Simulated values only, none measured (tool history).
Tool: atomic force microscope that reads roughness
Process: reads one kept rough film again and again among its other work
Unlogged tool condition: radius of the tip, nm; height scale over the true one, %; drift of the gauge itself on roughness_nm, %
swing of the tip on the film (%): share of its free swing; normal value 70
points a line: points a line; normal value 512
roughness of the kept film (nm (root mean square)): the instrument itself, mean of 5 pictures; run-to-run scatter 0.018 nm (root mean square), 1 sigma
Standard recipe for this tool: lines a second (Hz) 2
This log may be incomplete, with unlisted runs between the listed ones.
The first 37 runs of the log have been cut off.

run	hour	lines a second (Hz)	swing of the tip on the film (%)	points a line	pictures with this tip	hours of work since the height scale was calibrated	roughness of the kept film (nm (root mean square))
38	2174.3	3.12	70	469	84	358	4.145
39	2208.7	3.12	70	469	142	376	4.049
40	2257.4	1.49	86	512	226	402	3.915
# hour 2269.4: new tip fitted
41	2306.2	1.49	86	512	63	427	4.133
42	2359.1	1.43	56	422	154	455	4.184
43	2401	1.55	70	422	226	477	4.058
# hour 2411.7: new tip fitted
44	2444.5	0.66	73	603	56	499	4.341
45	2508.1	2	84	512	165	533	3.908
46	2543.7	2.05	85	535	226	551	3.876
# hour 2557.8: new tip fitted
47	2610.7	2.05	85	535	90	586	4.016
48	2674.5	0.85	85	492	199	620	4.08
# hour 2698.7: new tip fitted
49	2725.8	3.28	60	531	46	646	4.245
50	2768.6	1.25	71	760	120	669	4.23

Below are 3 alternative next runs, each starting from the tool's condition after run 50. Predict each:
A	2807.5	0.88	62	362	186	689	?
B	2807.5	0.58	73	760	186	689	?
C	2807.5	3.23	72	390	186	689	?

run	roughness of the kept film (nm (root mean square))
A	4.135
B	4.203
C	3.953
Had the tool no hidden state, the same runs would have come out as:
run	roughness of the kept film (nm (root mean square))
A	4.391
B	4.464
C	4.199
